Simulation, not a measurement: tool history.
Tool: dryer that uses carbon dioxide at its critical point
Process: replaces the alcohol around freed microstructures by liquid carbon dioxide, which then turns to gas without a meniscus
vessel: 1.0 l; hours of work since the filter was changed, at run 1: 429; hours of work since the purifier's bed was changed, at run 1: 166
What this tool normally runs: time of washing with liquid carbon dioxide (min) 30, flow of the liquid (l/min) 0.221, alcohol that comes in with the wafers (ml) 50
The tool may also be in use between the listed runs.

run	hour	time of washing with liquid carbon dioxide (min)	flow of the liquid (l/min)	alcohol that comes in with the wafers (ml)	hours of work since the filter was changed	hours of work since the purifier's bed was changed	alcohol left in the vessel before it's heated (ppm by volume)
1	0	30	0.221	50	429	166	638
2	15.8	30	0.221	50	435	172	629
3	26.9	30	0.225	50	439	176	602
4	51.8	30	0.225	50	448	185	632
5	74	30	0.225	50	456	193	622
6	97.9	30	0.221	32	464	202	442
# hour 112.2: inlet filter changed
7	114.7	30	0.221	32	1	207	200
8	137.2	30	0.221	32	9	215	201
9	159.6	30	0.221	32	17	224	215
10	174.9	30	0.221	32	23	229	207
11	199.6	30	0.221	50	32	238	319
12	217.6	30	0.221	50	38	244	317
13	229.4	30	0.221	50	42	249	320
14	253.4	30	0.221	50	51	257	330
15	271.3	30	0.221	50	57	264	325
16	293.8	30	0.221	50	66	272	360
17	318	30	0.221	50	74	281	347
18	343.4	30	0.221	50	83	290	358
19	367.5	36	0.221	50	92	298	141
20	391.3	36	0.221	50	101	307	147
21	402.5	44	0.221	22	105	311	46
22	424.2	44	0.263	26	113	319	40
23	437.5	44	0.263	110	117	324	55
24	460.4	32	0.283	65	126	332	99
25	478.1	32	0.283	65	132	338	99
26	490.4	22	0.158	47	136	343	3857
27	503.8	22	0.158	47	141	348	3814
28	527.4	30	0.157	48	150	356	1628
29	544.7	22	0.375	110	156	362	231
30	563.9	19	0.337	110	163	369	886
31	586.6	24	0.221	24	171	378	534
32	605.7	26	0.221	24	178	384	386
33	631.4	19	0.221	24	187	394	1150
34	647.2	34	0.221	26	193	399	158
35	661.3	34	0.221	26	198	404	146
36	685.6	30	0.257	81	207	413	335
37	705.7	30	0.218	81	214	421	754
38	716.9	38	0.221	115	218	425	310
39	742.5	22	0.164	20	227	434	1597
40	757	45	0.252	59	233	439	57

Here are 4 independent what-if runs from the current tool condition. What would each one return?
A	780.6	26	0.252	38	241	448	?
B	780.6	30	0.312	50	241	448	?
C	780.6	30	0.176	50	241	448	?
D	780.6	26	0.244	91	241	448	?

run	alcohol left in the vessel before it's heated (ppm by volume)
A	374
B	88
C	1286
D	961
Without the tool's unlogged condition, the same runs would have read:
run	alcohol left in the vessel before it's heated (ppm by volume)
A	214
B	23
C	864
D	590

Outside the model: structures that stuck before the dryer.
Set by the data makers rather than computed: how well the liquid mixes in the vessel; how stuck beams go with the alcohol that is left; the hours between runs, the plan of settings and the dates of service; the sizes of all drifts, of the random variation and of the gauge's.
